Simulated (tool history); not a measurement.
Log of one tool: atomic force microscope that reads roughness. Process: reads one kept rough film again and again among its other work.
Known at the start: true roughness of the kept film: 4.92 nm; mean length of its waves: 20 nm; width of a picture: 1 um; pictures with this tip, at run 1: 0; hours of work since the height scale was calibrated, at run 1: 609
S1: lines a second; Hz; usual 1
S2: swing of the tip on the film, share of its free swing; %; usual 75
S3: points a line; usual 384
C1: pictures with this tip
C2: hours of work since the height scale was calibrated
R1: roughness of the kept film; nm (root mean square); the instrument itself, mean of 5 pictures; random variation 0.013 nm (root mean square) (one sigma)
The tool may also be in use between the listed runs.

run,hour,S1,S2,S3,C1,C2,R1
1,0,1,75,384,0,609,3.102
2,20.2,1,75,384,47,623,3.116
3,54.7,1,75,384,126,646,3.1
4,74.5,1,75,414,171,660,3.118
5,92,1,75,306,212,671,3.084
6,110.1,1,75,306,253,684,3.083
# hour 117.4: new tip fitted
7,145.3,1,75,306,64,707,3.096
8,169.8,1,75,306,120,723,3.06
9,196.3,1,75,384,181,741,3.107
10,224.1,1,75,384,245,760,3.1
# hour 236: new tip fitted
11,248.8,2.15,75,384,29,776,2.962
12,268.1,1,75,553,74,789,3.105
13,298.7,1,75,553,144,810,3.136
14,316,1,75,553,184,822,3.132
15,340.8,1,75,553,241,838,3.134
# hour 354.1: new tip fitted
16,369.6,1,75,553,36,857,3.16
17,396.3,1,75,384,97,875,3.096
18,415.9,0.77,72,340,142,889,3.152
19,443.1,0.77,72,340,205,907,3.157
20,465.1,0.77,89,340,255,922,3

Forecast run 21:
# hour 473.2: new tip fitted
21,493.5,1,57,384,46,941,?

Run 21 gave R1 3.216 nm (root mean square).
Without the tool's hidden state the same run would have given R1 3.218 nm (root mean square).

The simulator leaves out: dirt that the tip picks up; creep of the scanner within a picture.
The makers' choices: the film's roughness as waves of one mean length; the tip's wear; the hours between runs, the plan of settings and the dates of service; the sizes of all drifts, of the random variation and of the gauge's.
